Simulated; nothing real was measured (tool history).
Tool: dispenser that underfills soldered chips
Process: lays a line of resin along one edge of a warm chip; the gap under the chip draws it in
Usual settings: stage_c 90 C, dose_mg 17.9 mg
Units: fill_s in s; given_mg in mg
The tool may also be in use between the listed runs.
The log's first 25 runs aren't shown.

run	hour	stage_c	dose_mg	fill_s	given_mg
26	122.9	92	16.3	63	15.89
# hour 126.5: new syringe of resin
27	128.8	92	16.3	56.5	15.88
28	132.6	79	16.3	101.7	15.87
# hour 136.8: new syringe of resin
29	136.9	90	21.9	52.8	21.25
30	142.8	79	16.2	98.9	15.6
# hour 147.2: new syringe of resin
31	149.1	89	20.4	56.2	19.46
32	152.6	90	18.6	61.3	17.86
# hour 157.6: new syringe of resin
33	159.4	90	19.1	57.4	18.28
34	165.1	85	20.7	80.1	19.59

Forecast each of these 3 alternatives for the next run:
# hour 168.1: new syringe of resin
A	169.1	91	17.5	?	?
# hour 168.1: new syringe of resin
B	169.1	103	23.3	?	?
# hour 168.1: new syringe of resin
C	169.1	100	20.7	?	?

run	fill_s	given_mg
A	54.2	16.75
B	33.2	22.17
C	38.2	19.69
Without the tool's hidden state the same runs would have given:
run	fill_s	given_mg
A	50	17.69
B	30.9	23.41
C	35.6	20.81
